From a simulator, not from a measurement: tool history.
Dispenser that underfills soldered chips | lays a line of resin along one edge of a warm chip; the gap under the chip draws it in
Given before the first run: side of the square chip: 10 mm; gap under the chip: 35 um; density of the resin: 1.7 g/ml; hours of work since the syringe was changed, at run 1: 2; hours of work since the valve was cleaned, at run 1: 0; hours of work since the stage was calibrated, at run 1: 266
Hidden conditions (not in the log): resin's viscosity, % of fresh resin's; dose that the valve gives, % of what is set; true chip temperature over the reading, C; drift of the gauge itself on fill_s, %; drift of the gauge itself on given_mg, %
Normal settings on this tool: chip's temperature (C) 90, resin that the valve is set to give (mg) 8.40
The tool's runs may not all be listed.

| run | hour | chip's temperature (C) | resin that the valve is set to give (mg) | hours of work since the syringe was changed | hours of work since the valve was cleaned | hours of work since the stage was calibrated | time until the resin shows at the far edge (s) | resin that the valve gave (mg) |
|---|---|---|---|---|---|---|---|---|
| 1 | 0.0 | 90 | 8.40 | 2 | 0 | 266 | 187.4 | 8.42 |
| 2 | 5.9 | 80 | 8.40 | 6 | 5 | 270 | 414.5 | 8.36 |
|  | 8.3 | new syringe of resin |
| 3 | 14.7 | 77 | 8.40 | 5 | 11 | 277 | 439.4 | 8.33 |
|  | 18.3 | new syringe of resin |
| 4 | 22.2 | 90 | 8.40 | 3 | 17 | 282 | 216.9 | 8.29 |
|  | 28.3 | new syringe of resin |
| 5 | 28.3 | 90 | 7.39 | 0 | 21 | 287 | 178.1 | 7.30 |
| 6 | 34.6 | 95 | 8.40 | 5 | 26 | 292 | 203.4 | 8.25 |
|  | 38.6 | new syringe of resin |
| 7 | 41.4 | 95 | 8.40 | 2 | 31 | 297 | 161.3 | 8.19 |
|  | 48.7 | new syringe of resin |
| 8 | 49.8 | 95 | 8.40 | 1 | 38 | 303 | 147.7 | 8.07 |
| 9 | 54.1 | 90 | 8.40 | 4 | 41 | 307 | 237.6 | 7.97 |
| 10 | 58.2 | 105 | 8.40 | 7 | 44 | 310 | 165.1 | 8.01 |
|  | 59.3 | new syringe of resin |
| 11 | 64.1 | 105 | 8.40 | 4 | 49 | 314 | 125.7 | 7.99 |
| 12 | 68.1 | 105 | 8.40 | 7 | 52 | 317 | 156.5 | 7.87 |
|  | 69.7 | new syringe of resin |
| 13 | 76.5 | 105 | 8.40 | 5 | 58 | 324 | 141.6 | 7.98 |
|  | 78.7 | dispensing valve cleaned and set on the balance |
|  | 81.2 | new syringe of resin |
| 14 | 84.9 | 85 | 8.40 | 3 | 5 | 329 | 264.1 | 8.36 |
|  | 91.3 | new syringe of resin |
| 15 | 91.5 | 85 | 8.53 | 0 | 10 | 334 | 220.7 | 8.41 |
| 16 | 96.3 | 85 | 8.53 | 4 | 13 | 338 | 294.0 | 8.38 |
| 17 | 100.8 | 85 | 8.53 | 7 | 17 | 341 | 376.1 | 8.35 |
|  | 101.8 | new syringe of resin |
| 18 | 105.2 | 90 | 8.40 | 3 | 20 | 345 | 209.6 | 8.20 |
| 19 | 110.7 | 90 | 8.40 | 7 | 24 | 349 | 289.3 | 8.14 |
|  | 111.8 | new syringe of resin |
| 20 | 118.6 | 98 | 9.13 | 5 | 30 | 355 | 180.2 | 8.69 |
|  | 122.0 | new syringe of resin |
| 21 | 125.9 | 90 | 9.20 | 3 | 36 | 360 | 211.5 | 8.89 |
| 22 | 130.0 | 99 | 10.13 | 6 | 39 | 363 | 183.4 | 9.81 |
|  | 132.4 | new syringe of resin |
| 23 | 136.0 | 98 | 8.40 | 3 | 43 | 368 | 151.9 | 8.09 |

Predict the results of run 24:
|  | 142.4 | new syringe of resin |
| 24 | 142.4 | 98 | 8.40 | 0 | 48 | 373 | ? | ? |

time until the resin shows at the far edge (s): 125.6
resin that the valve gave (mg): 7.97
Take away the tool's hidden state, keep the run-to-run variation as it was, and the same run would have given time until the resin shows at the far edge (s) 117.4, resin that the valve gave (mg) 8.38.
